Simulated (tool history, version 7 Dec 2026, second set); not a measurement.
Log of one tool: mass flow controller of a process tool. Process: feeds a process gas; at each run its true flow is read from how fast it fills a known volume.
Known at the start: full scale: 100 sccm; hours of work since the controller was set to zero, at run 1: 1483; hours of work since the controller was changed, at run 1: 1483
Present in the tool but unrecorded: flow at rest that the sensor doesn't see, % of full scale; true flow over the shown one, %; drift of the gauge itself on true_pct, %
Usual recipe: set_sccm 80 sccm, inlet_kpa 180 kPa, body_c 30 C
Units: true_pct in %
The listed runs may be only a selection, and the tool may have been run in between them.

| run | hour | set_sccm | inlet_kpa | body_c | hours of work since the controller was set to zero | hours of work since the controller was changed | true_pct |
|---|---|---|---|---|---|---|---|
| 1 | 0.0 | 80 | 180 | 30 | 1483 | 1483 | 99.91 |
| 2 | 99.8 | 80 | 180 | 30 | 1521 | 1521 | 99.89 |
| 3 | 150.0 | 80 | 180 | 21 | 1540 | 1540 | 98.97 |
| 4 | 209.7 | 80 | 180 | 21 | 1563 | 1563 | 98.96 |
| 5 | 318.6 | 80 | 180 | 30 | 1605 | 1605 | 99.90 |
| 6 | 387.7 | 80 | 180 | 30 | 1632 | 1632 | 99.88 |
| 7 | 487.4 | 80 | 180 | 30 | 1670 | 1670 | 99.83 |
| 8 | 564.1 | 80 | 180 | 30 | 1699 | 1699 | 99.96 |
| 9 | 650.7 | 80 | 180 | 30 | 1732 | 1732 | 99.97 |
| 10 | 731.8 | 80 | 180 | 30 | 1764 | 1764 | 99.88 |
| 11 | 802.0 | 80 | 183 | 30 | 1791 | 1791 | 99.71 |
| 12 | 866.0 | 80 | 183 | 30 | 1815 | 1815 | 99.84 |
| 13 | 916.9 | 80 | 183 | 30 | 1835 | 1835 | 99.75 |
| 14 | 1015.7 | 80 | 179 | 30 | 1873 | 1873 | 99.79 |
| 15 | 1095.3 | 95 | 180 | 30 | 1903 | 1903 | 99.93 |
| 16 | 1202.8 | 80 | 180 | 30 | 1944 | 1944 | 99.72 |
| 17 | 1314.9 | 80 | 180 | 30 | 1987 | 1987 | 99.72 |
| 18 | 1397.3 | 80 | 180 | 37 | 2019 | 2019 | 100.48 |
| 19 | 1506.3 | 80 | 180 | 30 | 2061 | 2061 | 99.68 |
| 20 | 1603.5 | 80 | 180 | 30 | 2098 | 2098 | 99.81 |
| 21 | 1699.2 | 80 | 180 | 21 | 2135 | 2135 | 98.87 |
| 22 | 1779.3 | 80 | 180 | 30 | 2166 | 2166 | 99.74 |
| 23 | 1880.6 | 80 | 180 | 30 | 2205 | 2205 | 99.80 |
| 24 | 1959.1 | 31 | 180 | 28 | 2235 | 2235 | 99.35 |
| 25 | 2062.3 | 45 | 174 | 24 | 2274 | 2274 | 98.87 |
| 26 | 2162.5 | 45 | 174 | 24 | 2313 | 2313 | 98.96 |
| 27 | 2247.2 | 45 | 243 | 23 | 2345 | 2345 | 98.67 |
| 28 | 2315.9 | 80 | 201 | 32 | 2372 | 2372 | 99.85 |
| 29 | 2375.8 | 80 | 177 | 32 | 2395 | 2395 | 99.92 |
| 30 | 2460.9 | 80 | 177 | 32 | 2427 | 2427 | 99.91 |
| 31 | 2549.8 | 39 | 277 | 23 | 2461 | 2461 | 98.67 |
| 32 | 2598.8 | 12 | 260 | 23 | 2480 | 2480 | 99.28 |
| 33 | 2707.2 | 82 | 161 | 21 | 2522 | 2522 | 98.84 |
| 34 | 2762.8 | 54 | 143 | 25 | 2543 | 2543 | 99.07 |
| 35 | 2821.3 | 54 | 143 | 25 | 2566 | 2566 | 99.03 |
| 36 | 2893.2 | 54 | 143 | 25 | 2593 | 2593 | 99.06 |
| 37 | 2997.0 | 54 | 143 | 25 | 2633 | 2633 | 98.91 |
| 38 | 3073.7 | 21 | 268 | 24 | 2662 | 2662 | 98.85 |
| 39 | 3146.0 | 75 | 180 | 27 | 2690 | 2690 | 99.37 |
| 40 | 3219.9 | 19 | 146 | 34 | 2719 | 2719 | 100.00 |
| 41 | 3272.1 | 27 | 165 | 33 | 2739 | 2739 | 99.66 |
| 42 | 3326.3 | 27 | 165 | 33 | 2759 | 2759 | 99.83 |
| 43 | 3427.3 | 27 | 157 | 34 | 2798 | 2798 | 99.80 |
| 44 | 3507.3 | 42 | 194 | 37 | 2829 | 2829 | 99.98 |
| 45 | 3617.0 | 42 | 194 | 37 | 2871 | 2871 | 100.14 |

Here are 3 independent what-if runs from the current tool condition. What would each one return?
| A | 3671.3 | 61 | 247 | 35 | 2892 | 2892 | ? |
| B | 3671.3 | 19 | 194 | 37 | 2892 | 2892 | ? |
| C | 3671.3 | 67 | 180 | 30 | 2892 | 2892 | ? |

| run | true_pct |
|---|---|
| A | 99.96 |
| B | 100.35 |
| C | 99.39 |
Had the tool no hidden state, the same runs would have come out as:
| run | true_pct |
|---|---|
| A | 100.65 |
| B | 100.48 |
| C | 100.10 |
